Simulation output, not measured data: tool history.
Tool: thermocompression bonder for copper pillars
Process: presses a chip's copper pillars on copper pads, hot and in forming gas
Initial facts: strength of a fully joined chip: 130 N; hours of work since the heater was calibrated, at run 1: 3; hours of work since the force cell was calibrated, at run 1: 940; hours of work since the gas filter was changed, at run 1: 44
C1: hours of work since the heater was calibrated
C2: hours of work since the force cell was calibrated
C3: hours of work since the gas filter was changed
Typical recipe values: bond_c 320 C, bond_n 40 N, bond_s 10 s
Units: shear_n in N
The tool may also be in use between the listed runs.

Run 1, hour 0.0: usual settings; C1 3; C2 940; C3 44. Result: shear_n 49.9 N.
Run 2, hour 44.5: usual settings; C1 25; C2 961; C3 65. Result: shear_n 50.7 N.
Run 3, hour 99.0: usual settings; C1 51; C2 988; C3 92. Result: shear_n 50.3 N.
Run 4, hour 156.5: usual settings; C1 79; C2 1016; C3 120. Result: shear_n 50.2 N.
Run 5, hour 212.9: usual settings but bond_s 28 s; C1 106; C2 1043; C3 147. Result: shear_n 72.7 N.
Run 6, hour 265.6: usual settings but bond_s 28 s; C1 132; C2 1069; C3 173. Result: shear_n 72.6 N.
Run 7, hour 294.2: usual settings but bond_n 28 N, bond_s 28 s; C1 146; C2 1083; C3 187. Result: shear_n 53.4 N.
Run 8, hour 322.1: usual settings but bond_n 28 N, bond_s 28 s; C1 159; C2 1096; C3 200. Result: shear_n 53.2 N.
Run 9, hour 388.5: usual settings but bond_n 28 N, bond_s 28 s; C1 192; C2 1128; C3 233. Result: shear_n 53.6 N.
Run 10, hour 416.9: usual settings but bond_n 28 N, bond_s 28 s; C1 206; C2 1142; C3 246. Result: shear_n 53.6 N.
Run 11, hour 455.6: usual settings but bond_n 28 N, bond_s 28 s; C1 224; C2 1161; C3 265. Result: shear_n 53.3 N.
Run 12, hour 518.1: usual settings but bond_n 28 N, bond_s 28 s; C1 255; C2 1191; C3 296. Result: shear_n 53.2 N.
Run 13, hour 578.0: usual settings but bond_n 59 N, bond_s 28 s; C1 284; C2 1220; C3 325. Result: shear_n 94.8 N.
Run 14, hour 623.2: usual settings; C1 306; C2 1242; C3 347. Result: shear_n 50.5 N.
Run 15, hour 673.6: usual settings; C1 330; C2 1267; C3 371. Result: shear_n 50.0 N.
Run 16, hour 707.5: usual settings; C1 347; C2 1283; C3 388. Result: shear_n 50.5 N.
Run 17, hour 741.0: usual settings; C1 363; C2 1300; C3 404. Result: shear_n 50.1 N.
Run 18, hour 793.0: usual settings; C1 388; C2 1325; C3 429. Result: shear_n 50.1 N.
Run 19, hour 836.4: usual settings but bond_s 8 s; C1 409; C2 1346; C3 450. Result: shear_n 45.7 N.
At hour 852.5: forming gas filter changed.
Run 20, hour 887.3: usual settings but bond_s 8 s; C1 434; C2 1370; C3 17. Result: shear_n 46.3 N.
Run 21, hour 929.6: usual settings but bond_s 8 s; C1 454; C2 1391; C3 37. Result: shear_n 46.4 N.
Run 22, hour 978.7: usual settings but bond_c 302 C, bond_n 37 N, bond_s 8 s; C1 478; C2 1415; C3 61. Result: shear_n 35.5 N.
Run 23, hour 1008.3: usual settings but bond_c 336 C, bond_n 56 N; C1 493; C2 1429; C3 76. Result: shear_n 76.3 N.
Run 24, hour 1036.5: usual settings but bond_c 328 C, bond_n 56 N, bond_s 12 s; C1 506; C2 1443; C3 89. Result: shear_n 76.9 N.
Run 25, hour 1083.8: usual settings but bond_c 316 C, bond_n 56 N, bond_s 7 s; C1 529; C2 1466; C3 112. Result: shear_n 57.8 N.
Run 26, hour 1119.6: usual settings but bond_n 41 N, bond_s 17 s; C1 547; C2 1483; C3 130. Result: shear_n 62.9 N.
Run 27, hour 1159.2: usual settings but bond_c 325 C, bond_n 25 N; C1 566; C2 1503; C3 149. Result: shear_n 32.5 N.

Run 28 has not been measured yet. What should we expect?
Run 28, hour 1215.8: usual settings but bond_c 325 C, bond_n 25 N; C1 593; C2 1530; C3 177. Result: shear_n ?.

shear_n: 33.2 N
Take away the tool's hidden state, keep the run-to-run variation as it was, and the same run would have given shear_n 33.3 N.
